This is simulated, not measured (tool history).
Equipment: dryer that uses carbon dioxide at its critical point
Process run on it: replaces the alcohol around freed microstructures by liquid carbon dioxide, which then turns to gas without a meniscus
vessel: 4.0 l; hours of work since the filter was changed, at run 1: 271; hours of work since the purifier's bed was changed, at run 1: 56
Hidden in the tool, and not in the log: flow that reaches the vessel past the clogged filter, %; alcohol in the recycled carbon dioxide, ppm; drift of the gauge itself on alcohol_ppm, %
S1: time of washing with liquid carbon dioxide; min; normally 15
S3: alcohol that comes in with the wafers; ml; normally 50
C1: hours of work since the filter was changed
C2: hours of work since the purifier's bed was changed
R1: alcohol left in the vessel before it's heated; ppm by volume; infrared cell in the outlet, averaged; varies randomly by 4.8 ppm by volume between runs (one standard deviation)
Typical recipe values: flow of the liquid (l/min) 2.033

run 1 hour=0 | S1=15 flow_of_the_liquid_(l/min)=2.033 S3=50 | C1=271 C2=56 | R1=26
run 2 hour=44.4 | S1=23 flow_of_the_liquid_(l/min)=2.033 S3=50 | C1=296 C2=81 | R1=12
run 3 hour=77.2 | S1=23 flow_of_the_liquid_(l/min)=2.033 S3=50 | C1=314 C2=100 | R1=11
run 4 hour=101.6 | S1=15 flow_of_the_liquid_(l/min)=1.34 S3=50 | C1=328 C2=113 | R1=166
run 5 hour=148.1 | S1=15 flow_of_the_liquid_(l/min)=1.28 S3=50 | C1=354 C2=140 | R1=216
run 6 hour=182.6 | S1=15 flow_of_the_liquid_(l/min)=1.28 S3=50 | C1=374 C2=159 | R1=213
run 7 hour=239.1 | S1=10 flow_of_the_liquid_(l/min)=2.033 S3=50 | C1=406 C2=191 | R1=172
run 8 hour=264.2 | S1=15 flow_of_the_liquid_(l/min)=2.033 S3=57 | C1=420 C2=205 | R1=37
run 9 hour=297.5 | S1=15 flow_of_the_liquid_(l/min)=2.033 S3=57 | C1=439 C2=224 | R1=39
run 10 hour=343.2 | S1=15 flow_of_the_liquid_(l/min)=2.033 S3=57 | C1=464 C2=250 | R1=37
run 11 hour=371.1 | S1=11 flow_of_the_liquid_(l/min)=2.033 S3=50 | C1=480 C2=266 | R1=132
run 12 hour=419.3 | S1=11 flow_of_the_liquid_(l/min)=2.033 S3=50 | C1=507 C2=293 | R1=127
run 13 hour=464.5 | S1=11 flow_of_the_liquid_(l/min)=2.033 S3=50 | C1=533 C2=318 | R1=134
run 14 hour=506.5 | S1=11 flow_of_the_liquid_(l/min)=2.033 S3=50 | C1=557 C2=342 | R1=150
run 15 hour=547.6 | S1=11 flow_of_the_liquid_(l/min)=2.033 S3=50 | C1=580 C2=365 | R1=145
-- hour=577.1 inlet filter changed
run 16 hour=599.2 | S1=11 flow_of_the_liquid_(l/min)=2.033 S3=50 | C1=12 C2=394 | R1=109
run 17 hour=628 | S1=11 flow_of_the_liquid_(l/min)=2.033 S3=50 | C1=29 C2=410 | R1=106
run 18 hour=655.2 | S1=11 flow_of_the_liquid_(l/min)=2.033 S3=50 | C1=44 C2=425 | R1=113
run 19 hour=687.8 | S1=11 flow_of_the_liquid_(l/min)=2.033 S3=50 | C1=62 C2=444 | R1=118
run 20 hour=723.4 | S1=15 flow_of_the_liquid_(l/min)=2.033 S3=50 | C1=83 C2=464 | R1=53
run 21 hour=747.4 | S1=15 flow_of_the_liquid_(l/min)=2.033 S3=50 | C1=96 C2=477 | R1=50
run 22 hour=793.2 | S1=15 flow_of_the_liquid_(l/min)=2.033 S3=50 | C1=122 C2=503 | R1=48
run 23 hour=820.5 | S1=15 flow_of_the_liquid_(l/min)=2.033 S3=50 | C1=137 C2=519 | R1=52
run 24 hour=853.1 | S1=16 flow_of_the_liquid_(l/min)=1.45 S3=113 | C1=156 C2=537 | R1=200
run 25 hour=909.3 | S1=16 flow_of_the_liquid_(l/min)=1.45 S3=113 | C1=187 C2=569 | R1=194
run 26 hour=947 | S1=10 flow_of_the_liquid_(l/min)=2.033 S3=50 | C1=209 C2=590 | R1=183
run 27 hour=978.3 | S1=18 flow_of_the_liquid_(l/min)=1.89 S3=54 | C1=226 C2=608 | R1=46
run 28 hour=1020.1 | S1=13 flow_of_the_liquid_(l/min)=2.37 S3=74 | C1=250 C2=631 | R1=68
run 29 hour=1076.4 | S1=13 flow_of_the_liquid_(l/min)=2.37 S3=74 | C1=282 C2=663 | R1=75
run 30 hour=1127.7 | S1=15 flow_of_the_liquid_(l/min)=1.64 S3=22 | C1=311 C2=692 | R1=77
run 31 hour=1170.7 | S1=15 flow_of_the_liquid_(l/min)=3.14 S3=23 | C1=335 C2=716 | R1=53
run 32 hour=1211.2 | S1=15 flow_of_the_liquid_(l/min)=2.61 S3=27 | C1=358 C2=739 | R1=64
run 33 hour=1241.6 | S1=15 flow_of_the_liquid_(l/min)=2.73 S3=50 | C1=375 C2=756 | R1=55
run 34 hour=1267.5 | S1=16 flow_of_the_liquid_(l/min)=1.43 S3=23 | C1=390 C2=771 | R1=92
run 35 hour=1308.5 | S1=16 flow_of_the_liquid_(l/min)=1.41 S3=29 | C1=413 C2=794 | R1=109
run 36 hour=1355.3 | S1=16 flow_of_the_liquid_(l/min)=1.41 S3=29 | C1=439 C2=820 | R1=122
run 37 hour=1382.9 | S1=16 flow_of_the_liquid_(l/min)=1.41 S3=29 | C1=455 C2=836 | R1=121
run 38 hour=1414.6 | S1=23 flow_of_the_liquid_(l/min)=2.32 S3=23 | C1=473 C2=854 | R1=62
run 39 hour=1452.9 | S1=23 flow_of_the_liquid_(l/min)=2.32 S3=23 | C1=494 C2=875 | R1=59
run 40 hour=1501.5 | S1=23 flow_of_the_liquid_(l/min)=2.32 S3=23 | C1=522 C2=903 | R1=75
run 41 hour=1539.2 | S1=15 flow_of_the_liquid_(l/min)=3.33 S3=62 | C1=543 C2=924 | R1=61
run 42 hour=1580.9 | S1=15 flow_of_the_liquid_(l/min)=3.33 S3=62 | C1=566 C2=948 | R1=64
run 43 hour=1626.1 | S1=15 flow_of_the_liquid_(l/min)=3.33 S3=42 | C1=592 C2=973 | R1=75
-- hour=1635.7 inlet filter changed
run 44 hour=1664.3 | S1=15 flow_of_the_liquid_(l/min)=3.33 S3=42 | C1=16 C2=994 | R1=76
run 45 hour=1716.3 | S1=16 flow_of_the_liquid_(l/min)=3.21 S3=31 | C1=45 C2=1023 | R1=70
run 46 hour=1758.5 | S1=16 flow_of_the_liquid_(l/min)=3.21 S3=31 | C1=69 C2=1047 | R1=79

What differs in the tool's unlogged condition from the final listed run ahead of each entry between runs to the first listed run following it?
Runs 15 to 16: inlet filter changed (hour 577.1)
  flow that reaches the vessel past the clogged filter, %: 91.5 -> 99.6; alcohol in the recycled carbon dioxide, ppm: 29.9 -> 31.9
  what was measured, less what the result would be without the hidden state, R1: +65 -> +28 ppm by volume
Runs 43 to 44: inlet filter changed (hour 1635.7)
  flow that reaches the vessel past the clogged filter, %: 91 -> 98.5; alcohol in the recycled carbon dioxide, ppm: 71.5 -> 73
  what was measured, less what the result would be without the hidden state, R1: +67 -> +68 ppm by volume
